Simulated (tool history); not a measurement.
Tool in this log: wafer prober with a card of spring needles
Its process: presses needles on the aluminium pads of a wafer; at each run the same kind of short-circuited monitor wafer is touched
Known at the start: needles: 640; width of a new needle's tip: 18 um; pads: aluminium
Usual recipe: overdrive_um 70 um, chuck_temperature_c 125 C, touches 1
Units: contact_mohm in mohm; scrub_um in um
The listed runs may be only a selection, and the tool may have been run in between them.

run 1 hour=0.0 | overdrive_um=70 chuck_temperature_c=125 touches=1 | contact_mohm=353 scrub_um=15.924
-- hour=16.4 height of the first contact set anew
-- hour=22.4 tips cleaned on abrasive film
-- hour=51.9 tips cleaned on abrasive film
run 2 hour=51.9 | overdrive_um=64 chuck_temperature_c=125 touches=1 | contact_mohm=318 scrub_um=14.637
-- hour=83.1 tips cleaned on abrasive film
-- hour=113.3 tips cleaned on abrasive film
run 3 hour=114.7 | overdrive_um=64 chuck_temperature_c=125 touches=1 | contact_mohm=318 scrub_um=14.591
-- hour=143.9 tips cleaned on abrasive film
run 4 hour=160.3 | overdrive_um=64 chuck_temperature_c=125 touches=1 | contact_mohm=398 scrub_um=14.575
-- hour=173.0 tips cleaned on abrasive film
-- hour=203.1 tips cleaned on abrasive film
run 5 hour=220.7 | overdrive_um=70 chuck_temperature_c=37 touches=1 | contact_mohm=367 scrub_um=15.939
-- hour=234.9 tips cleaned on abrasive film
-- hour=263.1 tips cleaned on abrasive film
run 6 hour=272.1 | overdrive_um=70 chuck_temperature_c=37 touches=1 | contact_mohm=336 scrub_um=15.893
-- hour=283.3 height of the first contact set anew
-- hour=292.3 tips cleaned on abrasive film
-- hour=321.6 tips cleaned on abrasive film
run 7 hour=333.9 | overdrive_um=70 chuck_temperature_c=125 touches=1 | contact_mohm=365 scrub_um=16.017
-- hour=351.3 tips cleaned on abrasive film
-- hour=381.2 tips cleaned on abrasive film
run 8 hour=395.7 | overdrive_um=70 chuck_temperature_c=125 touches=1 | contact_mohm=375 scrub_um=15.991
-- hour=411.1 tips cleaned on abrasive film
run 9 hour=423.8 | overdrive_um=70 chuck_temperature_c=40 touches=1 | contact_mohm=361 scrub_um=15.970
-- hour=441.5 tips cleaned on abrasive film
-- hour=471.5 tips cleaned on abrasive film
run 10 hour=479.2 | overdrive_um=70 chuck_temperature_c=40 touches=1 | contact_mohm=326 scrub_um=15.941
-- hour=503.9 tips cleaned on abrasive film
-- hour=533.2 tips cleaned on abrasive film
run 11 hour=533.2 | overdrive_um=70 chuck_temperature_c=125 touches=1 | contact_mohm=311 scrub_um=15.904
-- hour=549.1 height of the first contact set anew
-- hour=563.2 tips cleaned on abrasive film
run 12 hour=573.7 | overdrive_um=70 chuck_temperature_c=125 touches=1 | contact_mohm=371 scrub_um=16.018
-- hour=595.1 tips cleaned on abrasive film
-- hour=626.3 tips cleaned on abrasive film
run 13 hour=626.3 | overdrive_um=70 chuck_temperature_c=125 touches=1 | contact_mohm=303 scrub_um=15.991
-- hour=655.1 tips cleaned on abrasive film
run 14 hour=678.4 | overdrive_um=70 chuck_temperature_c=125 touches=1 | contact_mohm=391 scrub_um=15.961
-- hour=684.5 tips cleaned on abrasive film
run 15 hour=708.9 | overdrive_um=70 chuck_temperature_c=125 touches=1 | contact_mohm=393 scrub_um=15.935
-- hour=714.7 tips cleaned on abrasive film
-- hour=745.0 tips cleaned on abrasive film
run 16 hour=770.8 | overdrive_um=70 chuck_temperature_c=125 touches=1 | contact_mohm=400 scrub_um=15.917
-- hour=776.1 tips cleaned on abrasive film
run 17 hour=801.0 | overdrive_um=74 chuck_temperature_c=99 touches=1 | contact_mohm=376 scrub_um=16.822
-- hour=806.7 tips cleaned on abrasive film
-- hour=818.9 height of the first contact set anew
-- hour=836.8 tips cleaned on abrasive film
run 18 hour=859.6 | overdrive_um=74 chuck_temperature_c=99 touches=1 | contact_mohm=373 scrub_um=16.953
-- hour=866.7 tips cleaned on abrasive film
-- hour=896.1 tips cleaned on abrasive film
run 19 hour=896.1 | overdrive_um=74 chuck_temperature_c=99 touches=1 | contact_mohm=300 scrub_um=16.903
-- hour=927.6 tips cleaned on abrasive film
run 20 hour=930.0 | overdrive_um=54 chuck_temperature_c=49 touches=1 | contact_mohm=338 scrub_um=12.292
-- hour=958.1 tips cleaned on abrasive film
-- hour=988.6 tips cleaned on abrasive film
run 21 hour=988.6 | overdrive_um=54 chuck_temperature_c=111 touches=1 | contact_mohm=320 scrub_um=12.265
run 22 hour=1016.0 | overdrive_um=54 chuck_temperature_c=111 touches=1 | contact_mohm=474 scrub_um=12.272
-- hour=1022.1 tips cleaned on abrasive film
-- hour=1051.1 tips cleaned on abrasive film
run 23 hour=1054.9 | overdrive_um=74 chuck_temperature_c=40 touches=2 | contact_mohm=297 scrub_um=16.823
-- hour=1080.0 tips cleaned on abrasive film
-- hour=1089.2 height of the first contact set anew
run 24 hour=1107.4 | overdrive_um=74 chuck_temperature_c=40 touches=3 | contact_mohm=307 scrub_um=16.964
-- hour=1113.4 tips cleaned on abrasive film
-- hour=1143.4 tips cleaned on abrasive film
run 25 hour=1150.9 | overdrive_um=74 chuck_temperature_c=34 touches=1 | contact_mohm=331 scrub_um=16.927
-- hour=1174.1 tips cleaned on abrasive film
run 26 hour=1201.4 | overdrive_um=74 chuck_temperature_c=46 touches=1 | contact_mohm=373 scrub_um=16.934
-- hour=1207.3 tips cleaned on abrasive film
run 27 hour=1227.6 | overdrive_um=74 chuck_temperature_c=46 touches=1 | contact_mohm=370 scrub_um=16.914
-- hour=1236.5 tips cleaned on abrasive film
-- hour=1266.2 tips cleaned on abrasive film
run 28 hour=1269.0 | overdrive_um=60 chuck_temperature_c=71 touches=1 | contact_mohm=330 scrub_um=13.664
-- hour=1295.9 tips cleaned on abrasive film
-- hour=1326.9 tips cleaned on abrasive film
run 29 hour=1328.8 | overdrive_um=70 chuck_temperature_c=71 touches=3 | contact_mohm=288 scrub_um=15.919
-- hour=1357.4 tips cleaned on abrasive film
-- hour=1357.7 height of the first contact set anew
run 30 hour=1362.8 | overdrive_um=70 chuck_temperature_c=125 touches=2 | contact_mohm=331 scrub_um=16.048
-- hour=1387.6 tips cleaned on abrasive film
run 31 hour=1412.5 | overdrive_um=78 chuck_temperature_c=36 touches=2 | contact_mohm=322 scrub_um=17.867

Pick out some run-to-run changes in contact_mohm. Of each, how much would a tool without hidden state show as well, from the settings, what came in and chance, and how much is left for the hidden state and any gauge scatter not in both results compared?
The tool's hidden condition here consists of: debris on the tips, nm; way that the needles fall short of the set height, um; tips' diameter, um; drift of the gauge itself on contact_mohm, %; drift of the gauge itself on scrub_um, %.
Run 13 -> 14: tips cleaned on abrasive film. contact_mohm +88 mohm: hidden state +87, all else +1.
Run 21 -> 22: nothing adjusted, nothing logged. contact_mohm +154 mohm: hidden state +150, all else +4.
Run 22 -> 23: overdrive_um 54 -> 74, chuck_temperature_c 111 -> 40, touches 1 -> 2, tips cleaned on abrasive film, tips cleaned on abrasive film. contact_mohm -177 mohm: hidden state -139, all else -38.
